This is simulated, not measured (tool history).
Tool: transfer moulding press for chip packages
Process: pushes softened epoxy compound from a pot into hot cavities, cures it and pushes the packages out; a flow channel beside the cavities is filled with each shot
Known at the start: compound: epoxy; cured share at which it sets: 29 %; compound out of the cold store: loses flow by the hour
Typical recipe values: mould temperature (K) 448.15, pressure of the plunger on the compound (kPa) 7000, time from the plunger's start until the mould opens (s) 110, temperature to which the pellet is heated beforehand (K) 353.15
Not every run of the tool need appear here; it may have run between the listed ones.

run,hour,mould temperature (K),pressure of the plunger on the compound (kPa),time from the plunger's start until the mould opens (s),temperature to which the pellet is heated beforehand (K),incoming compound's hours out of the cold store,length that the compound runs in the flow channel (mm),greatest force on the pins that push the packages out (N)
1,0.0,448.15,7000,110,353.15,25.8,792,647
2,58.8,448.15,7000,92,353.15,10.6,850,701
3,125.8,448.15,7000,120,353.15,34.2,742,624
4,179.2,448.15,7000,120,353.15,30.7,760,566
5,230.6,448.15,7000,120,353.15,14.9,813,591
6,289.8,448.15,7250,110,353.15,46.4,700,599
7,349.5,448.15,7250,110,353.15,19.6,797,648
8,383.0,448.15,8510,110,353.15,22.0,838,542
9,420.6,448.15,7000,110,353.15,19.0,763,603
10,478.1,448.15,7000,110,353.15,46.3,675,433
11,534.0,448.15,7000,110,353.15,36.1,770,615
12,600.6,448.15,7000,110,353.15,36.7,756,501
13,668.8,448.15,7000,110,354.15,27.0,800,652
14,733.8,448.15,7000,110,354.15,34.1,747,608
15,784.7,442.15,6300,114,347.15,8.3,823,810
16,817.9,452.15,8620,108,348.15,19.2,871,473
17,877.9,456.15,6700,104,360.15,9.5,789,587
18,945.0,455.15,6230,126,356.15,19.2,725,511
19,992.7,453.15,7000,110,353.15,20.8,761,601
20,1038.5,448.15,7000,137,359.15,39.4,706,450
21,1085.0,448.15,7000,137,359.15,8.3,801,563
22,1116.6,448.15,7000,137,359.15,16.8,842,586
23,1161.7,448.15,7000,137,359.15,39.7,743,474
24,1209.9,443.15,7000,96,353.15,25.1,809,1032
25,1261.1,445.15,7000,120,359.15,20.0,822,490
26,1317.8,448.15,6320,110,353.15,20.9,745,622
27,1356.4,448.15,5390,110,356.15,42.9,626,617

Not shown here: 16 entries made in the log between runs. Locate each between two listed runs and compare the hidden state at the listed run before it with the hidden state at the listed run after it:
Between runs 1 and 2: cavities cleaned with cleaning compound and waxed (hour 31.0)
  true mould temperature over the reading, C: -0.3 -> -0.34; pressure that reaches the compound, % of what is set: 98.06 -> 96.32; grip of the stained cavities, % over clean ones': 54 -> 33.7
  measured result minus the result with no hidden state, length that the compound runs in the flow channel (mm): -7 -> -15; greatest force on the pins that push the packages out (N): +227 -> +185
Between runs 3 and 4: cavities cleaned with cleaning compound and waxed (hour 140.9)
  true mould temperature over the reading, C: -0.4 -> -0.45; pressure that reaches the compound, % of what is set: 94.45 -> 92.97; grip of the stained cavities, % over clean ones': 54.6 -> 39.4
  measured result minus the result with no hidden state, length that the compound runs in the flow channel (mm): -21 -> -27; greatest force on the pins that push the packages out (N): +223 -> +159
Between runs 5 and 6: cavities cleaned with cleaning compound and waxed (hour 249.4)
  true mould temperature over the reading, C: -0.5 -> -0.54; pressure that reaches the compound, % of what is set: 91.48 -> 89.86; grip of the stained cavities, % over clean ones': 53.3 -> 43.2
  measured result minus the result with no hidden state, length that the compound runs in the flow channel (mm): -35 -> -37; greatest force on the pins that push the packages out (N): +208 -> +185
Between runs 6 and 7: mould's thermocouples calibrated (hour 327.1)
  true mould temperature over the reading, C: -0.54 -> -0.41; pressure that reaches the compound, % of what is set: 89.86 -> 88.2; grip of the stained cavities, % over clean ones': 43.2 -> 54.9
  measured result minus the result with no hidden state, length that the compound runs in the flow channel (mm): -37 -> -50; greatest force on the pins that push the packages out (N): +185 -> +234
Between runs 7 and 8: cavities cleaned with cleaning compound and waxed (hour 361.8)
  true mould temperature over the reading, C: -0.41 -> -0.43; pressure that reaches the compound, % of what is set: 88.2 -> 87.34; grip of the stained cavities, % over clean ones': 54.9 -> 29.1
  measured result minus the result with no hidden state, length that the compound runs in the flow channel (mm): -50 -> -58; greatest force on the pins that push the packages out (N): +234 -> +127
Between runs 9 and 10: cavities cleaned with cleaning compound and waxed (hour 472.7)
  true mould temperature over the reading, C: -0.46 -> -0.51; pressure that reaches the compound, % of what is set: 86.16 -> 84.61; grip of the stained cavities, % over clean ones': 48.5 -> 11.2
  measured result minus the result with no hidden state, length that the compound runs in the flow channel (mm): -57 -> -57; greatest force on the pins that push the packages out (N): +202 -> +48
Between runs 10 and 11: plunger's sealing rings changed (hour 530.0)
  true mould temperature over the reading, C: -0.51 -> -0.56; pressure that reaches the compound, % of what is set: 84.61 -> 99.71; grip of the stained cavities, % over clean ones': 11.2 -> 48.6
  measured result minus the result with no hidden state, length that the compound runs in the flow channel (mm): -57 -> +1; greatest force on the pins that push the packages out (N): +48 -> +207
Between runs 11 and 12: cavities cleaned with cleaning compound and waxed (hour 588.0)
  true mould temperature over the reading, C: -0.56 -> -0.62; pressure that reaches the compound, % of what is set: 99.71 -> 97.79; grip of the stained cavities, % over clean ones': 48.6 -> 21.5
  measured result minus the result with no hidden state, length that the compound runs in the flow channel (mm): +1 -> -7; greatest force on the pins that push the packages out (N): +207 -> +95
Between runs 13 and 14: cavities cleaned with cleaning compound and waxed (hour 696.3)
  true mould temperature over the reading, C: -0.68 -> -0.73; pressure that reaches the compound, % of what is set: 95.82 -> 94; grip of the stained cavities, % over clean ones': 52.9 -> 43
  measured result minus the result with no hidden state, length that the compound runs in the flow channel (mm): -15 -> -22; greatest force on the pins that push the packages out (N): +231 -> +187
Between runs 15 and 16: cavities cleaned with cleaning compound and waxed (hour 807.9)
  true mould temperature over the reading, C: -0.77 -> -0.8; pressure that reaches the compound, % of what is set: 92.45 -> 91.49; grip of the stained cavities, % over clean ones': 54.3 -> 17.4
  measured result minus the result with no hidden state, length that the compound runs in the flow channel (mm): -31 -> -37; greatest force on the pins that push the packages out (N): +308 -> +73
Between runs 17 and 18: cavities cleaned with cleaning compound and waxed (hour 918.5)
  true mould temperature over the reading, C: -0.85 -> -0.91; pressure that reaches the compound, % of what is set: 89.6 -> 87.61; grip of the stained cavities, % over clean ones': 51.2 -> 35.7
  measured result minus the result with no hidden state, length that the compound runs in the flow channel (mm): -43 -> -47; greatest force on the pins that push the packages out (N): +202 -> +134
Between runs 19 and 20: cavities cleaned with cleaning compound and waxed (hour 1028.1)
  true mould temperature over the reading, C: -0.95 -> -0.99; pressure that reaches the compound, % of what is set: 86.24 -> 84.98; grip of the stained cavities, % over clean ones': 52.2 -> 15.4
  measured result minus the result with no hidden state, length that the compound runs in the flow channel (mm): -56 -> -58; greatest force on the pins that push the packages out (N): +209 -> +61
Between runs 21 and 22: plunger's sealing rings changed (hour 1110.7)
  true mould temperature over the reading, C: -1.03 -> -1.05; pressure that reaches the compound, % of what is set: 83.6 -> 99.35; grip of the stained cavities, % over clean ones': 47.2 -> 53.4
  measured result minus the result with no hidden state, length that the compound runs in the flow channel (mm): -72 -> +1; greatest force on the pins that push the packages out (N): +182 -> +206
Between runs 22 and 23: cavities cleaned with cleaning compound and waxed (hour 1140.3)
  true mould temperature over the reading, C: -1.05 -> -1.08; pressure that reaches the compound, % of what is set: 99.35 -> 98.04; grip of the stained cavities, % over clean ones': 53.4 -> 28.9
  measured result minus the result with no hidden state, length that the compound runs in the flow channel (mm): +1 -> -4; greatest force on the pins that push the packages out (N): +206 -> +109
Between runs 24 and 25: cavities cleaned with cleaning compound and waxed (hour 1249.5)
  true mould temperature over the reading, C: -1.13 -> -1.17; pressure that reaches the compound, % of what is set: 96.51 -> 94.93; grip of the stained cavities, % over clean ones': 50.5 -> 18.5
  measured result minus the result with no hidden state, length that the compound runs in the flow channel (mm): -11 -> -18; greatest force on the pins that push the packages out (N): +391 -> +90
Between runs 25 and 26: mould's thermocouples calibrated (hour 1307.6)
  true mould temperature over the reading, C: -1.17 -> -0.02; pressure that reaches the compound, % of what is set: 94.93 -> 93.36; grip of the stained cavities, % over clean ones': 18.5 -> 50
  measured result minus the result with no hidden state, length that the compound runs in the flow channel (mm): -18 -> -26; greatest force on the pins that push the packages out (N): +90 -> +209

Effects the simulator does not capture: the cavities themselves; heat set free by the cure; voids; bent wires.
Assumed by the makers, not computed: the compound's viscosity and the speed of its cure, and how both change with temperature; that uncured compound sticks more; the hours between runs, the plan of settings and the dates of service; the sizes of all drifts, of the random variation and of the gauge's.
